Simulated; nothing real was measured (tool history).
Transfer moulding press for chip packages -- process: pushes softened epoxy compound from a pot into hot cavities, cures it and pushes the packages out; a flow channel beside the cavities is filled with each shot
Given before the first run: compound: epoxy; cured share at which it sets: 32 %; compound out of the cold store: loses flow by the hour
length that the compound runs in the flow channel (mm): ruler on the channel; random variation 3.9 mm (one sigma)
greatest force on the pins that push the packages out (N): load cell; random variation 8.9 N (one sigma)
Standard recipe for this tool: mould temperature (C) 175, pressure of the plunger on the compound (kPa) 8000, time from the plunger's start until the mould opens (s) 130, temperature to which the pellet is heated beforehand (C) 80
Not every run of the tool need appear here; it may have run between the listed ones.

run	hour	mould temperature (C)	pressure of the plunger on the compound (kPa)	time from the plunger's start until the mould opens (s)	temperature to which the pellet is heated beforehand (C)	incoming compound's hours out of the cold store	length that the compound runs in the flow channel (mm)	greatest force on the pins that push the packages out (N)
1	0.0	175	8000	130	80	44.7	569	379
2	11.9	175	8000	130	80	32.1	581	398
3	21.3	175	8000	130	80	30.1	589	407
4	41.9	175	8000	130	80	21.3	596	392
5	58.3	175	8000	130	80	16.4	603	405
6	70.1	175	8000	111	80	28.5	583	458
7	86.9	175	8000	111	80	35.9	578	462
8	101.0	175	8000	130	80	42.7	568	396
9	120.4	175	8000	130	80	36.3	573	396
10	132.4	171	8000	130	80	37.1	583	461
11	147.9	171	8000	130	80	37.9	586	447
# hour 151.5: cavities cleaned with cleaning compound and waxed
12	165.6	179	8000	130	80	26.9	576	385
13	180.0	179	8000	130	80	21.6	582	387
14	192.9	179	8000	130	80	37.5	567	382
15	203.2	175	7850	157	77	47.4	553	374
16	213.8	182	9680	128	78	33.4	615	372
17	223.5	175	6050	130	80	30.9	505	407
18	233.6	175	6330	126	80	16.2	530	426
# hour 244.4: mould's thermocouples calibrated
19	254.4	175	6330	126	80	16.4	535	407
20	268.7	175	8000	119	80	42.1	565	420
21	288.8	175	8000	130	79	8.1	613	404
22	298.2	175	8000	130	79	46.8	562	412
# hour 304.7: cavities cleaned with cleaning compound and waxed
23	318.6	175	8000	130	79	12.3	605	403
24	333.3	175	7230	139	79	42.9	539	382
25	352.0	175	8000	116	80	33.4	577	426
26	362.7	175	8000	116	80	43.1	565	441
27	378.0	175	8000	114	80	27.2	584	468
28	397.0	175	6990	151	80	13.2	572	369

5 ways to go on from here, each from the tool as it stands after run 28. What would each give?
A	407.8	175	6990	151	88	34.5	?	?
B	407.8	175	8000	161	80	16.3	?	?
C	407.8	176	6150	159	80	12.5	?	?
D	407.8	169	8000	151	80	17.3	?	?
E	407.8	174	8000	130	80	18.1	?	?

run	length that the compound runs in the flow channel (mm)	greatest force on the pins that push the packages out (N)
A	540	372
B	602	381
C	531	382
D	617	409
E	600	407
With the hidden condition removed and each run's random variation left untouched, the same runs would have given:
run	length that the compound runs in the flow channel (mm)	greatest force on the pins that push the packages out (N)
A	540	369
B	603	378
C	531	379
D	617	406
E	601	404
